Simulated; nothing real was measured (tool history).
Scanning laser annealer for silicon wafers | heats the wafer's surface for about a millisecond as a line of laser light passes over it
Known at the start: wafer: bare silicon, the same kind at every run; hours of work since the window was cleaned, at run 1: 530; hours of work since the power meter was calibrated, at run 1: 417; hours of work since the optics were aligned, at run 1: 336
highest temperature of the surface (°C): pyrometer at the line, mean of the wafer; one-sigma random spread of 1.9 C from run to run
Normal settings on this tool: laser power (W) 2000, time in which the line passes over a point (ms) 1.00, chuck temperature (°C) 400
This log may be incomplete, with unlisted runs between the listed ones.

run   hour  laser power (W)  time in which the line passes over a point (ms)  chuck temperature (°C)  hours of work since the window was cleaned  hours of work since the power meter was calibrated  hours of work since the optics were aligned  highest temperature of the surface (°C)
  1    0.0             2000                                             1.00                     400                                         530                                                 417                                          336                                     1138
  2   18.4             2000                                             1.00                     400                                         544                                                 431                                          351                                     1136
  3   46.8             2000                                             1.00                     400                                         566                                                 453                                          373                                     1133
  4   61.6             2000                                             1.00                     400                                         578                                                 465                                          384                                     1137
  5   91.9             1801                                             1.00                     400                                         601                                                 488                                          408                                     1042
  6  110.6             1801                                             1.00                     400                                         616                                                 503                                          422                                     1038
  7  131.6             1801                                             1.11                     400                                         632                                                 519                                          439                                     1071
  8  154.4             1801                                             1.11                     400                                         650                                                 537                                          456                                     1066
  9  172.5             2000                                             1.00                     400                                         664                                                 551                                          470                                     1132
 10  197.8             2000                                             1.00                     400                                         684                                                 571                                          490                                     1129
 11  220.5             2000                                             1.00                     400                                         701                                                 588                                          508                                     1128
     226.9  -- laser's power meter calibrated
 12  249.1             2000                                             1.00                     400                                         721                                                  17                                          528                                     1129
 13  279.0             1753                                             1.00                     400                                         744                                                  40                                          551                                     1014
 14  309.9             1753                                             1.00                     400                                         768                                                  64                                          575                                     1013
 15  332.2             2059                                             0.75                     400                                         786                                                  82                                          592                                     1055
 16  367.6             2059                                             0.75                     408                                         813                                                 109                                          620                                     1059
 17  383.2             1995                                             0.75                     434                                         825                                                 122                                          632                                     1062
     400.7  -- laser's power meter calibrated, once more
 18  420.0             1995                                             0.75                     434                                         852                                                  15                                          658                                     1064
 19  452.1             1701                                             0.78                     383                                         877                                                  40                                          683                                      904
 20  468.9             2019                                             1.00                     409                                         890                                                  53                                          696                                     1134
     482.3  -- window over the wafer cleaned
 21  500.7             1989                                             0.71                     416                                          14                                                  76                                          719                                     1051
 22  519.3             1989                                             0.71                     416                                          29                                                  91                                          734                                     1058
 23  534.4             1902                                             0.82                     408                                          40                                                 102                                          745                                     1053
 24  561.5             1902                                             0.82                     408                                          62                                                 123                                          766                                     1051
 25  584.2             2000                                             0.74                     400                                          79                                                 141                                          784                                     1053
 26  613.8             1886                                             0.76                     440                                         102                                                 164                                          807                                     1052

What if the next run were any one of these 5? Each begins from the tool's condition after run 26:
     623.7  -- optics aligned, line set to its width
  A  634.7             1940                                             1.00                     440                                         115                                                 176                                            9                                        ?
     623.7  -- optics aligned, line set to its width
  B  634.7             2000                                             1.00                     380                                         115                                                 176                                            9                                        ?
     623.7  -- optics aligned, line set to its width
  C  634.7             1886                                             0.76                     371                                         115                                                 176                                            9                                        ?
     623.7  -- optics aligned, line set to its width
  D  634.7             2200                                             0.99                     371                                         115                                                 176                                            9                                        ?
     623.7  -- optics aligned, line set to its width
  E  634.7             1753                                             0.87                     439                                         115                                                 176                                            9                                        ?

run  highest temperature of the surface (°C)
  A                                     1178
  B                                     1148
  C                                      999
  D                                     1231
  E                                     1046
What these runs would have given with no unlogged condition in the tool:
run  highest temperature of the surface (°C)
  A                                     1183
  B                                     1153
  C                                     1003
  D                                     1236
  E                                     1050
